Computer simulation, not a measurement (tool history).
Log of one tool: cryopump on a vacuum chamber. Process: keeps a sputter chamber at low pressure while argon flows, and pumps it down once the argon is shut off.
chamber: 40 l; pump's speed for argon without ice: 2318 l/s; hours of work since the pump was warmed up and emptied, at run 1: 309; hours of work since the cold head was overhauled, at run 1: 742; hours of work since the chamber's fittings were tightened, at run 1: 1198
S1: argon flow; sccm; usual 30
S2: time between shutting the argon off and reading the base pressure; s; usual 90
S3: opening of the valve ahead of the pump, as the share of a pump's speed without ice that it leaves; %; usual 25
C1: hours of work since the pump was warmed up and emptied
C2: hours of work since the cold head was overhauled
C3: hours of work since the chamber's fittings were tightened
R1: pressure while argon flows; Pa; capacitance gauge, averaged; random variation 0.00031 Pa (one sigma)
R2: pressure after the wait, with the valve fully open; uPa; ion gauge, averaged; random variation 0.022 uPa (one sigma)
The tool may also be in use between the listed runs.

| run | hour | S1 | S2 | S3 | C1 | C2 | C3 | R1 | R2 |
|---|---|---|---|---|---|---|---|---|---|
| 1 | 0.0 | 30 | 90 | 25 | 309 | 742 | 1198 | 0.0901 | 1.20 |
| 2 | 21.4 | 30 | 90 | 25 | 325 | 758 | 1215 | 0.0901 | 1.22 |
| 3 | 34.8 | 30 | 90 | 25 | 335 | 768 | 1225 | 0.0905 | 1.22 |
| 4 | 48.9 | 30 | 90 | 25 | 346 | 779 | 1235 | 0.0899 | 1.25 |
| 5 | 64.3 | 30 | 90 | 25 | 357 | 790 | 1247 | 0.0905 | 1.24 |
| 6 | 84.2 | 30 | 90 | 25 | 372 | 805 | 1262 | 0.0903 | 1.24 |
| 7 | 102.0 | 30 | 90 | 25 | 386 | 819 | 1275 | 0.0908 | 1.27 |
| 8 | 120.7 | 22 | 90 | 25 | 400 | 833 | 1289 | 0.0663 | 1.25 |
| 9 | 135.7 | 22 | 90 | 25 | 411 | 844 | 1301 | 0.0667 | 1.26 |
|  | 156.4 | pump warmed up, emptied and cooled again |
| 10 | 164.1 | 22 | 90 | 25 | 6 | 862 | 1318 | 0.0647 | 1.19 |
| 11 | 182.9 | 22 | 90 | 25 | 20 | 876 | 1332 | 0.0642 | 1.20 |
| 12 | 204.4 | 30 | 90 | 29 | 36 | 892 | 1349 | 0.0756 | 1.20 |
| 13 | 223.2 | 30 | 90 | 29 | 50 | 906 | 1363 | 0.0760 | 1.16 |
| 14 | 248.9 | 30 | 90 | 29 | 70 | 926 | 1382 | 0.0763 | 1.28 |
| 15 | 263.6 | 25 | 90 | 25 | 81 | 937 | 1393 | 0.0731 | 1.27 |
| 16 | 278.8 | 25 | 90 | 25 | 92 | 948 | 1405 | 0.0737 | 1.20 |
| 17 | 303.9 | 53 | 76 | 28 | 111 | 967 | 1424 | 0.1398 | 1.36 |
| 18 | 321.1 | 35 | 58 | 59 | 124 | 980 | 1436 | 0.0448 | 1.55 |
| 19 | 335.2 | 35 | 58 | 59 | 135 | 991 | 1447 | 0.0448 | 1.56 |
| 20 | 359.1 | 15 | 38 | 26 | 153 | 1009 | 1465 | 0.0430 | 1.98 |
| 21 | 378.8 | 26 | 202 | 30 | 168 | 1024 | 1480 | 0.0645 | 1.03 |
| 22 | 395.9 | 26 | 202 | 30 | 180 | 1036 | 1493 | 0.0648 | 1.04 |
| 23 | 416.3 | 26 | 89 | 16 | 196 | 1052 | 1508 | 0.1187 | 1.38 |
| 24 | 438.7 | 49 | 29 | 53 | 213 | 1069 | 1525 | 0.0704 | 2.42 |
| 25 | 463.5 | 49 | 29 | 53 | 231 | 1087 | 1544 | 0.0707 | 2.41 |
| 26 | 475.4 | 49 | 29 | 53 | 240 | 1096 | 1553 | 0.0707 | 2.45 |
| 27 | 493.4 | 20 | 113 | 28 | 254 | 1110 | 1566 | 0.0537 | 1.24 |
| 28 | 508.1 | 22 | 27 | 24 | 265 | 1121 | 1577 | 0.0680 | 2.52 |
| 29 | 526.3 | 33 | 27 | 23 | 279 | 1135 | 1591 | 0.1070 | 2.50 |
| 30 | 543.9 | 33 | 27 | 23 | 292 | 1148 | 1604 | 0.1073 | 2.46 |
| 31 | 564.2 | 17 | 113 | 17 | 307 | 1163 | 1620 | 0.0743 | 1.33 |

Forecast each of these 5 alternatives for the next run:
| A | 583.3 | 28 | 90 | 31 | 322 | 1178 | 1634 | ? | ? |
| B | 583.3 | 13 | 71 | 21 | 322 | 1178 | 1634 | ? | ? |
| C | 583.3 | 20 | 69 | 18 | 322 | 1178 | 1634 | ? | ? |
| D | 583.3 | 31 | 90 | 25 | 322 | 1178 | 1634 | ? | ? |
| E | 583.3 | 44 | 20 | 30 | 322 | 1178 | 1634 | ? | ? |

| run | R1 | R2 |
|---|---|---|
| A | 0.0683 | 1.42 |
| B | 0.0462 | 1.58 |
| C | 0.0824 | 1.54 |
| D | 0.0936 | 1.42 |
| E | 0.1107 | 3.18 |
Without the tool's hidden state the same runs would have given:
| run | R1 | R2 |
|---|---|---|
| A | 0.0658 | 0.64 |
| B | 0.0450 | 0.79 |
| C | 0.0807 | 0.76 |
| D | 0.0908 | 0.63 |
| E | 0.1068 | 2.38 |

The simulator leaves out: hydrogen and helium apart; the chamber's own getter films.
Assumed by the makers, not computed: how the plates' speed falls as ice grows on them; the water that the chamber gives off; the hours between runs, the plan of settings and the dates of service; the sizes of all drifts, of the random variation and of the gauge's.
